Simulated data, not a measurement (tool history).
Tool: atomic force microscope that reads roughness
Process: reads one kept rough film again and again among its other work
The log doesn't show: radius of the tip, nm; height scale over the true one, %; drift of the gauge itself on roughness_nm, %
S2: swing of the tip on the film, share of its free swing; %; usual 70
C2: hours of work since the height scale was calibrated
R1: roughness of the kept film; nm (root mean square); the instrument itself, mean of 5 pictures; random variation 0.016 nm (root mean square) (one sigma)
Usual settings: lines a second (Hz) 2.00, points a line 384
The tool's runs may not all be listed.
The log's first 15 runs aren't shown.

{"hour": 713.9, "done": "new tip fitted"}
{"run": 16, "hour": 735.0, "lines a second (Hz)": 1.29, "S2": 70, "points a line": 291, "pictures with this tip": 40, "C2": 219, "R1": 3.964}
{"run": 17, "hour": 761.1, "lines a second (Hz)": 1.29, "S2": 70, "points a line": 291, "pictures with this tip": 89, "C2": 236, "R1": 3.861}
{"run": 18, "hour": 812.4, "lines a second (Hz)": 1.29, "S2": 70, "points a line": 291, "pictures with this tip": 185, "C2": 268, "R1": 3.698}
{"hour": 831.3, "done": "new tip fitted"}
{"run": 19, "hour": 865.7, "lines a second (Hz)": 2.0, "S2": 70, "points a line": 365, "pictures with this tip": 65, "C2": 301, "R1": 3.8}
{"run": 20, "hour": 920.1, "lines a second (Hz)": 3.49, "S2": 86, "points a line": 430, "pictures with this tip": 166, "C2": 336, "R1": 2.886}
{"hour": 951.3, "done": "new tip fitted"}
{"run": 21, "hour": 959.4, "lines a second (Hz)": 3.49, "S2": 67, "points a line": 430, "pictures with this tip": 15, "C2": 360, "R1": 3.754}
{"run": 22, "hour": 1015.6, "lines a second (Hz)": 3.49, "S2": 67, "points a line": 430, "pictures with this tip": 120, "C2": 396, "R1": 3.554}
{"hour": 1068.0, "done": "new tip fitted"}
{"run": 23, "hour": 1075.5, "lines a second (Hz)": 2.0, "S2": 70, "points a line": 876, "pictures with this tip": 14, "C2": 433, "R1": 3.924}
{"run": 24, "hour": 1129.8, "lines a second (Hz)": 2.04, "S2": 70, "points a line": 276, "pictures with this tip": 116, "C2": 468, "R1": 3.683}
{"hour": 1183.2, "done": "new tip fitted"}
{"run": 25, "hour": 1193.9, "lines a second (Hz)": 2.04, "S2": 70, "points a line": 572, "pictures with this tip": 20, "C2": 508, "R1": 3.885}
{"run": 26, "hour": 1223.1, "lines a second (Hz)": 0.69, "S2": 70, "points a line": 874, "pictures with this tip": 74, "C2": 526, "R1": 4.041}
{"run": 27, "hour": 1266.0, "lines a second (Hz)": 1.51, "S2": 69, "points a line": 380, "pictures with this tip": 154, "C2": 554, "R1": 3.734}
{"hour": 1300.8, "done": "new tip fitted"}
{"run": 28, "hour": 1312.0, "lines a second (Hz)": 2.4, "S2": 70, "points a line": 270, "pictures with this tip": 21, "C2": 582, "R1": 3.787}
{"run": 29, "hour": 1343.2, "lines a second (Hz)": 1.03, "S2": 78, "points a line": 384, "pictures with this tip": 79, "C2": 602, "R1": 3.859}
{"run": 30, "hour": 1382.9, "lines a second (Hz)": 3.97, "S2": 70, "points a line": 298, "pictures with this tip": 153, "C2": 627, "R1": 3.345}
{"hour": 1417.5, "done": "new tip fitted"}
{"run": 31, "hour": 1445.2, "lines a second (Hz)": 2.37, "S2": 76, "points a line": 811, "pictures with this tip": 52, "C2": 666, "R1": 3.606}
{"run": 32, "hour": 1475.6, "lines a second (Hz)": 0.53, "S2": 70, "points a line": 497, "pictures with this tip": 109, "C2": 685, "R1": 4.028}
{"hour": 1535.3, "done": "new tip fitted"}
{"run": 33, "hour": 1535.3, "lines a second (Hz)": 0.71, "S2": 88, "points a line": 384, "pictures with this tip": 0, "C2": 723, "R1": 3.935}
{"run": 34, "hour": 1566.3, "lines a second (Hz)": 1.13, "S2": 67, "points a line": 476, "pictures with this tip": 58, "C2": 742, "R1": 3.991}
{"run": 35, "hour": 1629.3, "lines a second (Hz)": 1.13, "S2": 62, "points a line": 508, "pictures with this tip": 176, "C2": 782, "R1": 3.827}
{"hour": 1655.6, "done": "new tip fitted"}
{"run": 36, "hour": 1672.2, "lines a second (Hz)": 1.13, "S2": 62, "points a line": 508, "pictures with this tip": 31, "C2": 809, "R1": 4.08}

3 ways to go on from here, each from the tool as it stands after run 36. What would each give?
{"run": "A", "hour": 1723.3, "lines a second (Hz)": 2.48, "S2": 80, "points a line": 962, "pictures with this tip": 127, "C2": 841, "R1": "?"}
{"run": "B", "hour": 1723.3, "lines a second (Hz)": 1.13, "S2": 62, "points a line": 505, "pictures with this tip": 127, "C2": 841, "R1": "?"}
{"run": "C", "hour": 1723.3, "lines a second (Hz)": 2.0, "S2": 69, "points a line": 345, "pictures with this tip": 127, "C2": 841, "R1": "?"}

run=A R1=3.355
run=B R1=3.934
run=C R1=3.713
Without the tool's hidden state the same runs would have given:
run=A R1=3.600
run=B R1=4.221
run=C R1=3.983
